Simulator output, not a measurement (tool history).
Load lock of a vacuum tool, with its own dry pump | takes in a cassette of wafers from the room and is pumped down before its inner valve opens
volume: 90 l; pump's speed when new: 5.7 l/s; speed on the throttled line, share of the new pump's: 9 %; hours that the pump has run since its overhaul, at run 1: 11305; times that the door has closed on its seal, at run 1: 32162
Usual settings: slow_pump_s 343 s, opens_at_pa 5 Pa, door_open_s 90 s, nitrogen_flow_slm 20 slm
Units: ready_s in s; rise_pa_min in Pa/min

run    hour  slow_pump_s  opens_at_pa  door_open_s  nitrogen_flow_slm  hours that the pump has run since its overhaul  times that the door has closed on its seal  incoming humidity of the room's air, %  ready_s  rise_pa_min
  1       0          343            5           90                 20                                           11305                                       32162                                    46.2    477.6        0.114
  2     174          343            5           90                 20                                           11479                                       32711                                    41.9    476.7         0.11
  3   496.8          343            5           90                 20                                           11801                                       33730                                      43    476.7        0.112
  4   804.7          343            5           90                 20                                           12109                                       34702                                    45.6    477.7        0.123
  5   971.7          343            5           90                 20                                           12276                                       35229                                    45.1    477.2        0.118
  6  1223.1          343            5           90                 20                                           12528                                       36023                                    45.6    478.5        0.122
  7  1544.3          343            4           90                 20                                           12849                                       37037                                    45.9    482.9        0.132
  8  1804.9          343            4           90                 20                                           13110                                       37859                                      46    482.6        0.132
  9  1958.2          343            4           90                 20                                           13263                                       38343                                    45.5    483.6        0.141
 10  2259.8          343            4           90                 20                                           13564                                       39295                                    40.8    483.4        0.133
 11  2527.7          343            5           25                 20                                           13832                                       40141                                    44.8    478.4        0.132
 12  2797.2          343            5           25                 20                                           14102                                       40991                                    44.9    478.3        0.125
 13  3007.7          343            5           49                 20                                           14312                                       41656                                    44.6    479.6        0.141
 14  3306.9          610            5           90                 20                                           14612                                       42600                                    46.2    718.5        0.147
 15  3634.3          343            5           90                 31                                           14939                                       43633                                    42.8    479.8        0.146
 16  3855.7          343            5           90                 31                                           15160                                       44332                                    42.1    479.5        0.152
 17  4079.5          343            5           90                 20                                           15384                                       45039                                    46.3    478.4        0.167
 18  4421.6          343            5           90                 20                                           15726                                       46119                                    43.2      479         0.16
 19  4639.8          230            5           90                 20                                           15944                                       46807                                    46.3    377.9        0.176
 20  4969.4          343            5          143                 12                                           16274                                       47848                                    46.4    480.2         0.19
 21  5330.4          343            5          143                 16                                           16635                                       48987                                    45.8    481.4        0.193
 22  5642.8          182            5          143                 16                                           16947                                       49973                                    44.9    336.8        0.197
 23  5948.2          384            5          193                  9                                           17253                                       50937                                    43.6    517.4        0.219
 24  6312.4          384            9          193                  9                                           17617                                       52087                                    46.3    507.3        0.234
 25  6686.7          391            9          183                  9                                           17991                                       53268                                    43.8    513.2        0.233
 26  7041.1          343            5           59                 17                                           18346                                       54387                                    45.8    482.4        0.206
 27  7329.8          343            5           59                 23                                           18634                                       55298                                    40.2    482.1        0.205
 28  7557.8          572            5           48                  5                                           18862                                       56017                                    46.6      688        0.231
 29  7716.7          572            5           48                  5                                           19021                                       56519                                      46    688.5        0.228
 30  8057.4          572            5           48                  5                                           19362                                       57595                                    40.7      689        0.229
 31    8266          572            5          189                  8                                           19571                                       58253                                    44.2    688.6        0.255
 32    8509          572            5          189                  8                                           19814                                       59020                                    48.7    688.1        0.278
 33  8854.9          572            9           46                  8                                           20160                                       60112                                    44.9      678        0.243
 34  9039.7          572            9           46                  8                                           20344                                       60695                                    42.4    677.7        0.239
 35  9296.4          572            9           46                  8                                           20601                                       61505                                    43.7    677.4        0.248

Some steps in ready_s between neighbouring runs. How much of each would the tool show without its hidden state too (settings, what came in, random variation), and how much is left for the hidden state, with any gauge scatter that isn't in both results?
The hidden state here: pump's speed, % of a new pump's; leak at the door's seal, Pa l/s; drift of the gauge itself on ready_s, %; drift of the gauge itself on rise_pa_min, %.
Run 13 -> 14: slow_pump_s 343 -> 610, door_open_s 49 -> 90. ready_s +238.9 s: hidden state -1.7, all else +240.6.
Run 14 -> 15: slow_pump_s 610 -> 343, nitrogen_flow_slm 20 -> 31. ready_s -238.7 s: hidden state +2, all else -240.7.
Run 25 -> 26: slow_pump_s 391 -> 343, opens_at_pa 9 -> 5, door_open_s 183 -> 59, nitrogen_flow_slm 9 -> 17. ready_s -30.8 s: hidden state +1.9, all else -32.7.
Run 27 -> 28: slow_pump_s 343 -> 572, door_open_s 59 -> 48, nitrogen_flow_slm 23 -> 5. ready_s +205.9 s: hidden state -2.2, all else +208.1.

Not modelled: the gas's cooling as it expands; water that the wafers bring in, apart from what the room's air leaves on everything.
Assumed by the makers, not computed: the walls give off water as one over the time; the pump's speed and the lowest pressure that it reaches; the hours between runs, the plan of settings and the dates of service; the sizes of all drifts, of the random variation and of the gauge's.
